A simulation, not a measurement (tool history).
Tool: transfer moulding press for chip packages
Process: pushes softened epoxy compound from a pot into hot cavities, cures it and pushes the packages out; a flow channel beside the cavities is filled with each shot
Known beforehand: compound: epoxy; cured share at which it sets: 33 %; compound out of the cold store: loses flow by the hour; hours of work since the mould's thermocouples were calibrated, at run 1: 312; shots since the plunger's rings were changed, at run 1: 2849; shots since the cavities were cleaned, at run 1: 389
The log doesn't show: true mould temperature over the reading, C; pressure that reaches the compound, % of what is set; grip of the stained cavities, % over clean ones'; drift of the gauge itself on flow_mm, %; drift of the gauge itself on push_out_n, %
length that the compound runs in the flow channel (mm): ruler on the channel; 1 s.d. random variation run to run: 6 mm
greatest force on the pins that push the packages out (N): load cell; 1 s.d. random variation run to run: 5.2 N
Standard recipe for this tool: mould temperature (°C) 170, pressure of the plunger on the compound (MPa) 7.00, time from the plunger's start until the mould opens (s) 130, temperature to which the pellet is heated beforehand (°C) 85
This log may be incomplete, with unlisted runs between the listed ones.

run,day,mould temperature (°C),pressure of the plunger on the compound (MPa),time from the plunger's start until the mould opens (s),temperature to which the pellet is heated beforehand (°C),hours of work since the mould's thermocouples were calibrated,shots since the plunger's rings were changed,shots since the cavities were cleaned,incoming compound's hours out of the cold store,length that the compound runs in the flow channel (mm),greatest force on the pins that push the packages out (N)
1,0.000,170,7.00,130,85,312,2849,389,45.5,673,261
2,0.492,170,7.00,130,86,319,2949,489,40.3,688,274
3,1.271,170,8.22,130,85,329,3110,650,30.7,783,299
# day 1.875: cavities cleaned with cleaning compound and waxed
4,2.012,170,8.22,130,85,339,3250,29,35.2,771,181
5,2.496,170,8.22,130,85,345,3350,129,28.3,808,204
6,2.938,170,8.22,130,78,351,3440,219,40.6,743,221
7,3.712,170,8.22,130,75,362,3600,379,26.8,810,251
8,4.158,166,7.00,130,85,368,3691,470,37.1,708,276
9,5.033,170,7.00,163,85,380,3872,651,21.9,769,277
# day 5.646: cavities cleaned with cleaning compound and waxed
10,5.838,170,7.00,163,85,391,4025,40,29.8,738,187
11,6.408,170,7.00,163,85,399,4142,157,40.0,674,210
12,7.233,170,7.00,130,85,410,4312,327,9.0,826,253
13,7.846,170,7.00,130,85,418,4438,453,43.5,666,263
# day 8.712: plunger's sealing rings changed
14,8.962,170,7.00,130,85,432,52,662,17.4,815,293
# day 9.588: cavities cleaned with cleaning compound and waxed
15,9.600,177,5.29,145,88,440,170,2,42.4,611,162
16,10.092,173,7.00,130,87,447,271,103,36.7,719,189
17,11.033,170,5.94,130,79,460,465,297,33.1,685,256
# day 11.171: mould's thermocouples calibrated
18,12.058,170,5.94,130,79,12,658,490,18.3,747,278
19,12.925,170,6.29,152,79,24,837,669,34.3,698,278
# day 13.496: cavities cleaned with cleaning compound and waxed
20,13.788,170,6.29,152,79,35,1002,60,20.3,766,188
21,14.679,170,6.29,152,79,48,1186,244,40.1,667,227
22,15.233,176,6.62,152,79,55,1300,358,47.3,652,240
23,16.238,170,7.00,164,84,69,1506,564,44.0,691,268
# day 17.092: mould's thermocouples calibrated, once more
24,17.092,163,7.00,130,80,0,1665,723,35.4,738,351
# day 17.338: cavities cleaned with cleaning compound and waxed
25,17.683,163,7.00,130,80,7,1774,71,8.2,890,246
26,18.175,167,7.00,150,90,14,1875,172,44.5,698,211
27,18.792,167,7.00,150,90,23,2002,299,10.0,876,245
28,19.788,167,7.00,150,90,36,2207,504,26.1,767,266

Branching from run 28: 3 alternative next runs. What would each branch give?
A,20.433,170,7.00,130,77,45,2340,637,13.8,?,?
B,20.433,178,7.00,161,92,45,2340,637,46.9,?,?
C,20.433,176,5.44,150,90,45,2340,637,32.1,?,?

run,length that the compound runs in the flow channel (mm),greatest force on the pins that push the packages out (N)
A,833,293
B,653,282
C,621,279
The same runs, with their run-to-run variation unchanged, on a tool lacking any hidden condition would have given:
run,length that the compound runs in the flow channel (mm),greatest force on the pins that push the packages out (N)
A,857,173
B,672,170
C,639,162

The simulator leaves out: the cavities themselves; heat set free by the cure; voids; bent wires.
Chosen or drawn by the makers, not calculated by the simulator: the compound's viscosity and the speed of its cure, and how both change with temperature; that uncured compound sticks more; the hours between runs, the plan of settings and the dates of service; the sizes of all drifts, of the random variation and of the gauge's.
